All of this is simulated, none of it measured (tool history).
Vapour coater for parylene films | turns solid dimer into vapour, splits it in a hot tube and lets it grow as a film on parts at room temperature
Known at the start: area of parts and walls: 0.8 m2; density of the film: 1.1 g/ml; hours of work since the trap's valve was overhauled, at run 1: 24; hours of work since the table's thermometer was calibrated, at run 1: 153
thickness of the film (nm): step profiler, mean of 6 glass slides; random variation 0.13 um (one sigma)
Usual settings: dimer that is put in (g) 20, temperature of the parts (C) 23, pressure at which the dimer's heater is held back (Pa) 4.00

| run | hour | dimer that is put in (g) | temperature of the parts (C) | pressure at which the dimer's heater is held back (Pa) | hours of work since the trap's valve was overhauled | hours of work since the table's thermometer was calibrated | thickness of the film (nm) |
|---|---|---|---|---|---|---|---|
| 1 | 0.0 | 20 | 23 | 4.00 | 24 | 153 | 16040 |
| 2 | 25.2 | 20 | 23 | 4.00 | 44 | 173 | 15660 |
| 3 | 62.9 | 20 | 23 | 4.00 | 73 | 203 | 15730 |
| 4 | 92.2 | 20 | 23 | 4.00 | 97 | 226 | 15580 |
| 5 | 120.1 | 20 | 21 | 4.00 | 118 | 248 | 16900 |
| 6 | 176.1 | 20 | 21 | 4.00 | 163 | 292 | 16570 |
| 7 | 218.7 | 20 | 21 | 4.00 | 196 | 325 | 16230 |
| 8 | 272.1 | 20 | 23 | 4.00 | 238 | 367 | 14630 |
|  | 308.1 | trap's valve overhauled |
| 9 | 314.8 | 20 | 23 | 4.00 | 5 | 398 | 13680 |
| 10 | 364.2 | 20 | 23 | 7.56 | 44 | 436 | 12350 |
| 11 | 418.5 | 20 | 31 | 4.00 | 87 | 479 | 8800 |
| 12 | 476.8 | 20 | 23 | 4.00 | 133 | 525 | 12780 |
| 13 | 524.6 | 27 | 23 | 4.00 | 170 | 563 | 16810 |
| 14 | 565.7 | 9 | 29 | 10.74 | 203 | 595 | 3560 |
|  | 595.8 | trap's valve overhauled, once more |
| 15 | 612.3 | 9 | 29 | 10.74 | 13 | 629 | 4570 |
| 16 | 671.3 | 20 | 23 | 2.81 | 59 | 675 | 16220 |
| 17 | 723.0 | 20 | 23 | 2.81 | 100 | 716 | 16000 |
| 18 | 772.2 | 20 | 24 | 4.00 | 139 | 754 | 14230 |
| 19 | 797.8 | 16 | 17 | 7.47 | 159 | 775 | 14540 |
| 20 | 843.0 | 17 | 15 | 3.60 | 195 | 810 | 17210 |
| 21 | 888.7 | 20 | 23 | 2.59 | 230 | 846 | 15270 |
|  | 932.4 | trap's valve overhauled |
| 22 | 942.1 | 20 | 23 | 2.59 | 8 | 885 | 16890 |
| 23 | 982.5 | 20 | 23 | 2.59 | 39 | 917 | 16490 |
| 24 | 1012.7 | 15 | 23 | 3.68 | 63 | 941 | 11770 |
| 25 | 1060.5 | 22 | 18 | 3.68 | 101 | 978 | 21220 |
| 26 | 1105.8 | 20 | 23 | 5.50 | 136 | 1014 | 13920 |

Forecast each of these 5 alternatives for the next run:
| A | 1133.7 | 20 | 26 | 4.00 | 158 | 1036 | ? |
| B | 1133.7 | 20 | 18 | 4.00 | 158 | 1036 | ? |
| C | 1133.7 | 20 | 23 | 7.16 | 158 | 1036 | ? |
| D | 1133.7 | 26 | 16 | 4.00 | 158 | 1036 | ? |
| E | 1133.7 | 14 | 32 | 10.00 | 158 | 1036 | ? |

| run | thickness of the film (nm) |
|---|---|
| A | 12830 |
| B | 19070 |
| C | 13680 |
| D | 26580 |
| E | 5910 |
Without the tool's hidden state the same runs would have given:
| run | thickness of the film (nm) |
|---|---|
| A | 14060 |
| B | 20900 |
| C | 14990 |
| D | 28660 |
| E | 6470 |
